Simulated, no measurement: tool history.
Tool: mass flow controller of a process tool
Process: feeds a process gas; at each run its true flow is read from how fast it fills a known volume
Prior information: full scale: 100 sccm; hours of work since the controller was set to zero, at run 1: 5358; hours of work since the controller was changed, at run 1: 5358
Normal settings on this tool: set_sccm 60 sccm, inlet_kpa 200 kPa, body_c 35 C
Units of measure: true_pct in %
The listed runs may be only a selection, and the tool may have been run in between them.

run    hour  set_sccm  inlet_kpa  body_c  hours of work since the controller was set to zero  hours of work since the controller was changed  true_pct
  1     0.0        60        200      35                                                5358                                            5358     94.62
  2    53.9        60        278      35                                                5401                                            5401     94.03
  3   127.6        60        200      35                                                5459                                            5459     94.54
  4   175.6        60        200      35                                                5497                                            5497     94.46
  5   249.5        60        200      35                                                5556                                            5556     94.50
      257.8  -- controller's zero set anew
  6   342.3        60        200      35                                                  67                                            5629     94.32
  7   433.4        60        200      35                                                 139                                            5701     94.27
  8   502.6        60        200      35                                                 194                                            5756     94.18
  9   585.7        60        200      35                                                 260                                            5822     94.13
 10   637.4        60        200      35                                                 301                                            5863     94.11
      676.0  -- controller's zero set anew, once more
 11   727.9        60        222      32                                                  41                                            5934     94.86
 12   801.5        60        270      20                                                  99                                            5992     95.00
 13   870.0        69        199      29                                                 154                                            6047     95.24
 14   910.3        69        199      29                                                 186                                            6079     95.15
 15   977.2        69        199      38                                                 239                                            6131     94.74
 16  1030.1        31        273      31                                                 280                                            6173     93.42
 17  1089.5        45        189      26                                                 327                                            6220     94.60

Subtracting, for every run, the result it would have given without the tool's unlogged condition from the measured result gives the following. The same run-to-run variation enters both numbers; the gauge's scatter may not:
Hidden state present: flow at rest that the sensor doesn't see, % of full scale; true flow over the shown one, %; drift of the gauge itself on true_pct, %.
run  true_pct
  1     -3.79
  2     -3.82
  3     -3.87
  4     -3.88
  5     -3.92
  6     -4.08
  7     -4.12
  8     -4.16
  9     -4.20
 10     -4.23
 11     -3.66
 12     -3.70
 13     -3.72
 14     -3.74
 15     -3.78
 16     -3.90
 17     -3.88

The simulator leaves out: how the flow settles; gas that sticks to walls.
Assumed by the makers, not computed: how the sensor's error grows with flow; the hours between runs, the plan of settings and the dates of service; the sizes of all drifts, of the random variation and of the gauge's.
